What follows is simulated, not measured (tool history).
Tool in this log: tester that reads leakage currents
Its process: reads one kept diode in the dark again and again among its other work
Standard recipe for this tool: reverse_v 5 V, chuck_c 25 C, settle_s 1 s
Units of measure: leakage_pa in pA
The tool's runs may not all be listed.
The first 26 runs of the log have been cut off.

run   hour  reverse_v  chuck_c  settle_s  hours of work since the probe card was cleaned  hours of work since the tester was calibrated  hours of work since the chuck was calibrated  leakage_pa
 27  533.7       4.08       20      5.09                                            1707                                            503                                           503      115.53
 28  550.1      13.98       25         1                                            1719                                            515                                           515      355.61
 29  575.2      17.67       25      3.57                                            1737                                            533                                           533       411.1
 30  605.2      17.67       25      3.57                                            1759                                            555                                           555       411.8
 31  625.6      17.67       25      3.57                                            1774                                            570                                           570      412.62
 32  656.3      14.58       25      1.25                                            1796                                            592                                           592      370.36
 33  683.7      14.58       25      1.25                                            1816                                            612                                           612      367.41
 34  701.2       7.68       25         1                                            1829                                            625                                           625      249.81
 35  717.5       7.68       25         1                                            1840                                            637                                           637      249.19
 36  738.9       7.68       25         1                                            1856                                            653                                           653      251.03
 37  760.1       7.68       54      1.65                                            1872                                            668                                           668     1682.14
 38  786.3       5.51       25         1                                            1891                                            687                                           687      204.99
 39  799.4       5.51       25         1                                            1900                                            697                                           697      205.28

Each row is a separate what-if for the run after 39, all from the same tool condition, not one after another. Results?
  A  822.3      16.39       28      0.36                                            1917                                            713                                           713           ?
  B  822.3       7.41       25      2.56                                            1917                                            713                                           713           ?
  C  822.3       1.02       23       7.1                                            1917                                            713                                           713           ?
  D  822.3        8.7       25         1                                            1917                                            713                                           713           ?

run  leakage_pa
  A      500.88
  B      245.49
  C       63.02
  D      272.52
With the hidden condition removed and each run's random variation left untouched, the same runs would have given:
run  leakage_pa
  A      449.28
  B      220.41
  C       57.74
  D      244.13

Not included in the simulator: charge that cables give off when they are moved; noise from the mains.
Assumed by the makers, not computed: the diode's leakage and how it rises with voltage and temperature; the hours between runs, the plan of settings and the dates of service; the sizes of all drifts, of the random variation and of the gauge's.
